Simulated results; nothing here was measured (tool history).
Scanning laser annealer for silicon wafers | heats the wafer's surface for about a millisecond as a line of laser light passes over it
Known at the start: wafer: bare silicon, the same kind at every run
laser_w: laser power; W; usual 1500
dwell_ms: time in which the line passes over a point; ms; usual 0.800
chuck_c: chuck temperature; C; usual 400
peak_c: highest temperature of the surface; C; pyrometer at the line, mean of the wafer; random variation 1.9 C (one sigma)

run     day  laser_w  dwell_ms  chuck_c  peak_c
  1   0.000     1500     0.800      400    1144
  2   1.096     1500     0.800      400    1139
  3   2.133     1500     0.744      400    1109
  4   2.975     1500     0.744      400    1106
  5   3.817     1500     0.800      400    1141
  6   4.875     1500     0.800      400    1136
  7   6.250     1424     0.800      400    1092
  8   7.438     1500     0.800      400    1132
  9   8.383     1500     0.800      400    1133
 10   9.746     1500     0.800      416    1150
 11  10.788     1500     0.800      416    1151
 12  12.017     1500     0.800      416    1147
 13  13.417     1500     0.800      416    1148
 14  14.100     1500     0.800      416    1149
 15  15.529     1500     0.800      416    1145
 16  16.204     1500     0.834      416    1162
     16.438  -- laser's power meter calibrated
 17  17.704     1500     0.800      368    1098
 18  18.908     1500     0.800      368    1098
 19  20.279     1500     0.800      368    1096
 20  20.929     1500     0.839      400    1149
 21  22.029     1500     0.800      400    1126
 22  22.929     1396     0.604      375     945
     23.779  -- laser's power meter calibrated, once more
 23  24.392     1603     0.800      439    1211
 24  25.479     1324     0.856      426    1078
 25  26.388     1324     0.856      426    1076
 26  27.671     1367     0.908      429    1123
 27  28.788     1367     0.908      429    1127
     29.133  -- optics aligned, line set to its width
 28  29.929     1446     0.977      400    1189
 29  30.904     1446     0.977      400    1184
     31.683  -- window over the wafer cleaned
 30  31.683     1446     0.677      397    1059
 31  32.571     1446     0.677      397    1059
 32  33.658     1397     0.640      400    1016
 33  34.788     1397     0.640      400    1014
 34  35.546     1646     0.918      410    1319
 35  36.925     1500     0.973      410    1257
 36  37.788     1500     0.973      410    1257
 37  38.933     1453     0.928      417    1213

The next listed run, before its measurement:
 38  40.375     1453     0.662      366       ?

peak_c: 1014 C
Without the tool's hidden state the same run would have given peak_c 1019 C.

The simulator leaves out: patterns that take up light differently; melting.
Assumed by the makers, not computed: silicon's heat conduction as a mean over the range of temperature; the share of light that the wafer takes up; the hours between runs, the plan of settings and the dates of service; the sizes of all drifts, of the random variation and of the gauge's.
